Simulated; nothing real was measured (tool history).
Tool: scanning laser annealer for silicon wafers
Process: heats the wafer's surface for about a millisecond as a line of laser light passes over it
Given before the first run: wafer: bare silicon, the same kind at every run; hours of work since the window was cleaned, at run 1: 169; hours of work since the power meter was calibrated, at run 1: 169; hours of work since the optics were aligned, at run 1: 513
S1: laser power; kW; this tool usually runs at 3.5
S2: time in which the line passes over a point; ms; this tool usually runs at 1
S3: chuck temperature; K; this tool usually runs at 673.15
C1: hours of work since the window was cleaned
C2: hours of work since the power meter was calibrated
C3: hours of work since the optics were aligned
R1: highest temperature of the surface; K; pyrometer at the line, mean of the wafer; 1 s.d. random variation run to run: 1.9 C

run   hour     S1    S2      S3   C1   C2   C3       R1
  1      0    3.5     1  673.15  169  169  513  1486.15
  2   20.8    3.5     1  673.15  179  179  523  1492.15
  3   52.3    3.5     1  673.15  195  195  539  1489.15
  4   71.3    3.5     1  673.15  204  204  548  1487.15
  5   85.4    3.5     1  673.15  211  211  555  1489.15
  6  105.1    3.5     1  673.15  221  221  565  1487.15
  7  134.7    3.5     1  673.15  236  236  580  1485.15
  8  155.6    3.5     1  673.15  246  246  590  1489.15
  9  169.6    3.5     1  673.15  253  253  597  1487.15
 10  186.2    3.5  0.74  673.15  261  261  605  1352.15
 11  200.3    3.5     1  673.15  268  268  612  1484.15
 12  225.7    3.5     1  673.15  281  281  625  1483.15
 13  251.9    3.5     1  673.15  294  294  638  1485.15
     256.4  -- laser's power meter calibrated
 14  270.4  3.845     1  673.15  302    7  646  1562.15
 15  299.8  3.845     1  673.15  316   22  660  1563.15
 16    324  3.092     1  673.15  328   34  672  1390.15
 17  357.5  3.092     1  673.15  345   50  689  1390.15
     377.8  -- laser's power meter calibrated, once more
 18  382.7  3.092     1  673.15  356    2  700  1393.15
 19  408.2  3.092     1  673.15  369   15  713  1392.15
     444.6  -- window over the wafer cleaned
 20  444.6    3.5  1.14  673.15    0   32  730  1562.15
 21  478.2  2.991     1  660.15   17   49  747  1367.15
 22  493.9  3.469  1.02  673.15   25   57  755  1496.15
 23  518.2  3.189  1.02  673.15   37   69  767  1431.15
 24  545.6  3.189  0.81  673.15   50   83  780  1332.15
 25    575  3.189  0.81  673.15   65   97  795  1332.15
 26  596.6   3.17     1  639.15   76  108  806  1381.15
 27  615.6   3.17     1  639.15   85  117  815  1380.15
 28    634    3.5  1.07  634.15   94  127  824  1485.15
 29  661.2  3.534  1.07  646.15  108  140  838  1506.15
 30  684.2  3.411  0.94  678.15  119  152  849  1444.15
 31  707.6  3.411  0.96  657.15  131  163  861  1434.15
 32  724.3  3.576  0.78  645.15  139  172  869  1363.15
 33    755    3.5  0.98  681.15  155  187  885  1487.15
 34  773.1  3.288  0.79  647.15  164  196  894  1310.15
 35  800.1  3.157     1  661.15  177  209  907  1394.15

For each run, the measured value with the value that run would have given without the tool's hidden condition subtracted. The run-to-run variation is shared by both, the gauge scatter possibly not:
Hidden state at play: light that passes the window, % of a clean one's; laser's true power over the reading, %; width of the line over the set one, %; drift of the gauge itself on peak_c, C.
run   R1
  1  -11
  2  -11
  3  -12
  4  -13
  5  -12
  6  -14
  7  -14
  8  -14
  9  -14
 10  -13
 11  -15
 12  -16
 13  -17
 14  -18
 15  -19
 16  -16
 17  -17
 18  -15
 19  -16
 20   -7
 21   -6
 22   -7
 23   -8
 24   -7
 25   -7
 26   -9
 27   -9
 28  -11
 29  -12
 30  -11
 31  -12
 32  -11
 33  -13
 34  -11
 35  -13

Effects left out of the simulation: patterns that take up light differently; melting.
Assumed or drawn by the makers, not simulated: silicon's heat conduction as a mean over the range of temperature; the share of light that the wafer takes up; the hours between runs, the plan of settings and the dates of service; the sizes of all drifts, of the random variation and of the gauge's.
